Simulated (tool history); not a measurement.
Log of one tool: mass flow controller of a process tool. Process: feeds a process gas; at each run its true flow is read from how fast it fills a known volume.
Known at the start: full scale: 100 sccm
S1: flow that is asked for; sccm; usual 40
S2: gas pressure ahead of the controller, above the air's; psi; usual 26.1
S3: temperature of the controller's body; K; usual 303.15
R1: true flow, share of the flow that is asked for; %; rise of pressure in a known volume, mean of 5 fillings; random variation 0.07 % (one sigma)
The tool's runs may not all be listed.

run    hour  S1    S2      S3     R1
  1       0  40  26.1  303.15   98.6
  2   127.9  40  26.1  303.15  98.55
  3   341.5  40  26.1  303.15  98.49
  4   504.9  40  26.1  303.15  98.57
  5   697.7  40  26.1  303.15  98.62
  6     799  40  26.1  303.15  98.51
  7   952.4  40  26.1  303.15  98.46
  8  1176.3  40  26.1  303.15   98.6
  9  1369.2  40  26.1  303.15  98.64
 10  1497.2  40  26.1  303.15  98.47
 11  1666.9  40  26.1  301.15  98.44
 12  1837.1  40  26.1  301.15  98.63
 13  1961.9  40  26.1  301.15  98.63
 14  2073.5  40  26.1  301.15  98.62
 15  2209.3  40  26.1  301.15  98.62
 16  2399.9  40  26.1  301.15  98.65
 17  2595.6  40  26.1  301.15  98.52
 18  2724.9  40  24.1  297.15  98.91
 19  2865.3  40  24.1  299.15  98.79
 20  3058.8  14  24.1  303.15  94.68
 21  3288.6  20  26.1  304.15  96.12
 22  3518.7  27  30.7  301.15  97.19
 23  3743.4  27  30.7  301.15  97.12
 24  3888.5  68  30.2  303.15  99.49
 25  4094.1  73  26.1  303.15  99.83
 26  4209.2  73  26.1  303.15  99.73
 27  4332.1  73  26.1  303.15  99.79

Measured less the same run without the tool's hidden state. The same run-to-run variation is in both; the gauge's scatter may not be:
The hidden state here: flow at rest that the sensor doesn't see, % of full scale; true flow over the shown one, %; drift of the gauge itself on true_pct, %.
run     R1
  1  -0.52
  2  -0.52
  3  -0.52
  4  -0.53
  5  -0.54
  6  -0.54
  7  -0.54
  8  -0.54
  9  -0.56
 10  -0.55
 11  -0.56
 12  -0.58
 13  -0.59
 14  -0.59
 15  -0.59
 16  -0.59
 17   -0.6
 18  -0.61
 19  -0.61
 20  -4.04
 21  -2.53
 22  -1.59
 23  -1.64
 24   +0.2
 25   +0.3
 26  +0.31
 27  +0.32
